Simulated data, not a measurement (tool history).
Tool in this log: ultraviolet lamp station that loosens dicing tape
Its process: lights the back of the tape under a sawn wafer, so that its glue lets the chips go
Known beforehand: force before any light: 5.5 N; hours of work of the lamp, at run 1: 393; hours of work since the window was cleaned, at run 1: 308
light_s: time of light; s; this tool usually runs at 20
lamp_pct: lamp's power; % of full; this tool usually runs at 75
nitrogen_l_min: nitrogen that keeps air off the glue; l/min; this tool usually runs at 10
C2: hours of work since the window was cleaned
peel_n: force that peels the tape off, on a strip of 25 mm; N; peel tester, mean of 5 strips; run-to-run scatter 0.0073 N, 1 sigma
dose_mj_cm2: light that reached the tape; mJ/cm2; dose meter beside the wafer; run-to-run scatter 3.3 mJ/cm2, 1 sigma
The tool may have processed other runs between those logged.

run 1 hour=0.0 | light_s=20 lamp_pct=75 nitrogen_l_min=10 | hours_of_work_of_the_lamp=393 C2=308 | peel_n=0.382 dose_mj_cm2=435
run 2 hour=7.6 | light_s=20 lamp_pct=75 nitrogen_l_min=10 | hours_of_work_of_the_lamp=399 C2=314 | peel_n=0.384 dose_mj_cm2=437
run 3 hour=15.1 | light_s=20 lamp_pct=75 nitrogen_l_min=10 | hours_of_work_of_the_lamp=405 C2=320 | peel_n=0.378 dose_mj_cm2=427
run 4 hour=25.3 | light_s=31 lamp_pct=75 nitrogen_l_min=10 | hours_of_work_of_the_lamp=413 C2=328 | peel_n=0.199 dose_mj_cm2=669
run 5 hour=35.0 | light_s=31 lamp_pct=75 nitrogen_l_min=10 | hours_of_work_of_the_lamp=421 C2=336 | peel_n=0.194 dose_mj_cm2=668
run 6 hour=41.8 | light_s=20 lamp_pct=75 nitrogen_l_min=10 | hours_of_work_of_the_lamp=426 C2=341 | peel_n=0.392 dose_mj_cm2=424
run 7 hour=51.5 | light_s=20 lamp_pct=75 nitrogen_l_min=10 | hours_of_work_of_the_lamp=434 C2=349 | peel_n=0.393 dose_mj_cm2=427
run 8 hour=57.1 | light_s=20 lamp_pct=75 nitrogen_l_min=10 | hours_of_work_of_the_lamp=439 C2=353 | peel_n=0.394 dose_mj_cm2=425
run 9 hour=64.1 | light_s=20 lamp_pct=75 nitrogen_l_min=10 | hours_of_work_of_the_lamp=444 C2=359 | peel_n=0.396 dose_mj_cm2=425
run 10 hour=73.0 | light_s=20 lamp_pct=75 nitrogen_l_min=10 | hours_of_work_of_the_lamp=451 C2=366 | peel_n=0.405 dose_mj_cm2=420
run 11 hour=81.0 | light_s=20 lamp_pct=75 nitrogen_l_min=10 | hours_of_work_of_the_lamp=457 C2=372 | peel_n=0.413 dose_mj_cm2=419
run 12 hour=87.3 | light_s=20 lamp_pct=75 nitrogen_l_min=10 | hours_of_work_of_the_lamp=462 C2=377 | peel_n=0.426 dose_mj_cm2=419
run 13 hour=98.0 | light_s=30 lamp_pct=67 nitrogen_l_min=10 | hours_of_work_of_the_lamp=471 C2=386 | peel_n=0.246 dose_mj_cm2=558
run 14 hour=109.6 | light_s=19 lamp_pct=75 nitrogen_l_min=20 | hours_of_work_of_the_lamp=480 C2=395 | peel_n=0.380 dose_mj_cm2=392
run 15 hour=117.5 | light_s=22 lamp_pct=79 nitrogen_l_min=10 | hours_of_work_of_the_lamp=486 C2=401 | peel_n=0.331 dose_mj_cm2=479
run 16 hour=125.0 | light_s=22 lamp_pct=79 nitrogen_l_min=10 | hours_of_work_of_the_lamp=492 C2=407 | peel_n=0.326 dose_mj_cm2=477
run 17 hour=135.2 | light_s=38 lamp_pct=66 nitrogen_l_min=10 | hours_of_work_of_the_lamp=500 C2=415 | peel_n=0.186 dose_mj_cm2=688
run 18 hour=145.0 | light_s=38 lamp_pct=66 nitrogen_l_min=10 | hours_of_work_of_the_lamp=508 C2=423 | peel_n=0.184 dose_mj_cm2=680
run 19 hour=152.8 | light_s=38 lamp_pct=66 nitrogen_l_min=10 | hours_of_work_of_the_lamp=514 C2=429 | peel_n=0.189 dose_mj_cm2=687
run 20 hour=164.8 | light_s=38 lamp_pct=66 nitrogen_l_min=10 | hours_of_work_of_the_lamp=524 C2=438 | peel_n=0.181 dose_mj_cm2=674
run 21 hour=170.4 | light_s=38 lamp_pct=66 nitrogen_l_min=10 | hours_of_work_of_the_lamp=528 C2=443 | peel_n=0.191 dose_mj_cm2=669
-- hour=179.6 window cleaned of glue's vapour
run 22 hour=182.0 | light_s=12 lamp_pct=75 nitrogen_l_min=10 | hours_of_work_of_the_lamp=537 C2=2 | peel_n=0.897 dose_mj_cm2=270
run 23 hour=189.0 | light_s=25 lamp_pct=81 nitrogen_l_min=6 | hours_of_work_of_the_lamp=542 C2=7 | peel_n=0.242 dose_mj_cm2=610

Alternative continuations, all from the tool just after run 23; predict every row:
run A hour=200.2 | light_s=25 lamp_pct=94 nitrogen_l_min=6 | hours_of_work_of_the_lamp=551 C2=16 | peel_n=? dose_mj_cm2=?
run B hour=200.2 | light_s=20 lamp_pct=75 nitrogen_l_min=8 | hours_of_work_of_the_lamp=551 C2=16 | peel_n=? dose_mj_cm2=?
run C hour=200.2 | light_s=25 lamp_pct=81 nitrogen_l_min=6 | hours_of_work_of_the_lamp=551 C2=16 | peel_n=? dose_mj_cm2=?
run D hour=200.2 | light_s=17 lamp_pct=80 nitrogen_l_min=9 | hours_of_work_of_the_lamp=551 C2=16 | peel_n=? dose_mj_cm2=?
run E hour=200.2 | light_s=22 lamp_pct=61 nitrogen_l_min=6 | hours_of_work_of_the_lamp=551 C2=16 | peel_n=? dose_mj_cm2=?

run=A peel_n=0.203 dose_mj_cm2=710
run=B peel_n=0.387 dose_mj_cm2=446
run=C peel_n=0.272 dose_mj_cm2=611
run=D peel_n=0.447 dose_mj_cm2=407
run=E peel_n=0.572 dose_mj_cm2=404
What these runs would have given with no unlogged condition in the tool:
run=A peel_n=0.171 dose_mj_cm2=842
run=B peel_n=0.282 dose_mj_cm2=530
run=C peel_n=0.217 dose_mj_cm2=724
run=D peel_n=0.322 dose_mj_cm2=483
run=E peel_n=0.413 dose_mj_cm2=480
